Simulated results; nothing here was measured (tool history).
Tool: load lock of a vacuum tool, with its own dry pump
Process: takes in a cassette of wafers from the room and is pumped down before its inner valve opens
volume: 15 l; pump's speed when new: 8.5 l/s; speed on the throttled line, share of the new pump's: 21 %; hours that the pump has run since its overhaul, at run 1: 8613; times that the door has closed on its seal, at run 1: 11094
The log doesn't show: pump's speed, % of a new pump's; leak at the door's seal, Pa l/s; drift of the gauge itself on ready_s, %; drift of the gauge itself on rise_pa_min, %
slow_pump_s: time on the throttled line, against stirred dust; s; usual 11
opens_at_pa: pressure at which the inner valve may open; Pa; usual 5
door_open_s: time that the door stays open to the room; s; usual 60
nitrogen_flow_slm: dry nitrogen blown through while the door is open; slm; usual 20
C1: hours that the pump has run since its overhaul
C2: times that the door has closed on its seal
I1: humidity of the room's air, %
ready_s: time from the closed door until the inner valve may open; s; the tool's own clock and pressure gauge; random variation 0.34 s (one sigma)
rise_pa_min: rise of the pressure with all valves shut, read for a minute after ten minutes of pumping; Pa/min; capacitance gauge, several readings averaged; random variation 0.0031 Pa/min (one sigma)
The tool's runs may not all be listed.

{"run": 1, "hour": 0.0, "slow_pump_s": 11, "opens_at_pa": 5, "door_open_s": 60, "nitrogen_flow_slm": 20, "C1": 8613, "C2": 11094, "I1": 45.7, "ready_s": 27.9, "rise_pa_min": 0.096}
{"run": 2, "hour": 201.8, "slow_pump_s": 11, "opens_at_pa": 5, "door_open_s": 60, "nitrogen_flow_slm": 20, "C1": 8815, "C2": 11326, "I1": 43.0, "ready_s": 28.3, "rise_pa_min": 0.097}
{"run": 3, "hour": 372.5, "slow_pump_s": 11, "opens_at_pa": 5, "door_open_s": 60, "nitrogen_flow_slm": 20, "C1": 8986, "C2": 11523, "I1": 47.4, "ready_s": 28.1, "rise_pa_min": 0.109}
{"run": 4, "hour": 575.5, "slow_pump_s": 11, "opens_at_pa": 5, "door_open_s": 60, "nitrogen_flow_slm": 20, "C1": 9189, "C2": 11756, "I1": 43.0, "ready_s": 28.9, "rise_pa_min": 0.106}
{"run": 5, "hour": 790.6, "slow_pump_s": 11, "opens_at_pa": 5, "door_open_s": 60, "nitrogen_flow_slm": 20, "C1": 9404, "C2": 12004, "I1": 47.4, "ready_s": 28.6, "rise_pa_min": 0.104}
{"run": 6, "hour": 953.0, "slow_pump_s": 11, "opens_at_pa": 5, "door_open_s": 60, "nitrogen_flow_slm": 20, "C1": 9566, "C2": 12191, "I1": 42.7, "ready_s": 28.3, "rise_pa_min": 0.113}
{"run": 7, "hour": 1141.1, "slow_pump_s": 9, "opens_at_pa": 5, "door_open_s": 60, "nitrogen_flow_slm": 20, "C1": 9754, "C2": 12407, "I1": 44.2, "ready_s": 27.3, "rise_pa_min": 0.109}
{"run": 8, "hour": 1331.0, "slow_pump_s": 9, "opens_at_pa": 5, "door_open_s": 60, "nitrogen_flow_slm": 20, "C1": 9944, "C2": 12626, "I1": 46.0, "ready_s": 26.6, "rise_pa_min": 0.11}
{"run": 9, "hour": 1499.5, "slow_pump_s": 18, "opens_at_pa": 5, "door_open_s": 60, "nitrogen_flow_slm": 20, "C1": 10113, "C2": 12820, "I1": 44.3, "ready_s": 33.7, "rise_pa_min": 0.108}
{"run": 10, "hour": 1639.7, "slow_pump_s": 14, "opens_at_pa": 5, "door_open_s": 60, "nitrogen_flow_slm": 20, "C1": 10253, "C2": 12981, "I1": 46.7, "ready_s": 30.8, "rise_pa_min": 0.114}
{"run": 11, "hour": 1860.8, "slow_pump_s": 14, "opens_at_pa": 5, "door_open_s": 60, "nitrogen_flow_slm": 20, "C1": 10474, "C2": 13236, "I1": 48.3, "ready_s": 31.1, "rise_pa_min": 0.122}
{"run": 12, "hour": 2078.2, "slow_pump_s": 10, "opens_at_pa": 5, "door_open_s": 25, "nitrogen_flow_slm": 20, "C1": 10691, "C2": 13486, "I1": 40.2, "ready_s": 27.9, "rise_pa_min": 0.09}
{"run": 13, "hour": 2222.2, "slow_pump_s": 10, "opens_at_pa": 5, "door_open_s": 25, "nitrogen_flow_slm": 20, "C1": 10835, "C2": 13652, "I1": 44.7, "ready_s": 27.5, "rise_pa_min": 0.095}
{"run": 14, "hour": 2432.8, "slow_pump_s": 11, "opens_at_pa": 5, "door_open_s": 116, "nitrogen_flow_slm": 21, "C1": 11046, "C2": 13894, "I1": 44.3, "ready_s": 29.1, "rise_pa_min": 0.143}
{"run": 15, "hour": 2553.8, "slow_pump_s": 17, "opens_at_pa": 5, "door_open_s": 64, "nitrogen_flow_slm": 23, "C1": 11167, "C2": 14033, "I1": 44.8, "ready_s": 32.6, "rise_pa_min": 0.121}
{"run": 16, "hour": 2681.0, "slow_pump_s": 11, "opens_at_pa": 5, "door_open_s": 33, "nitrogen_flow_slm": 7, "C1": 11294, "C2": 14180, "I1": 51.3, "ready_s": 29.0, "rise_pa_min": 0.12}
{"run": 17, "hour": 2891.3, "slow_pump_s": 7, "opens_at_pa": 5, "door_open_s": 72, "nitrogen_flow_slm": 8, "C1": 11505, "C2": 14422, "I1": 44.6, "ready_s": 25.6, "rise_pa_min": 0.146}

Forecast run 18:
{"run": 18, "hour": 3065.2, "slow_pump_s": 11, "opens_at_pa": 8, "door_open_s": 36, "nitrogen_flow_slm": 20, "C1": 11678, "C2": 14622, "I1": 43.3, "ready_s": "?", "rise_pa_min": "?"}

Run 18 gave ready_s 26.7 s, rise_pa_min 0.108 Pa/min.
Without the tool's hidden state the same run would have given ready_s 24.4 s, rise_pa_min 0.041 Pa/min.
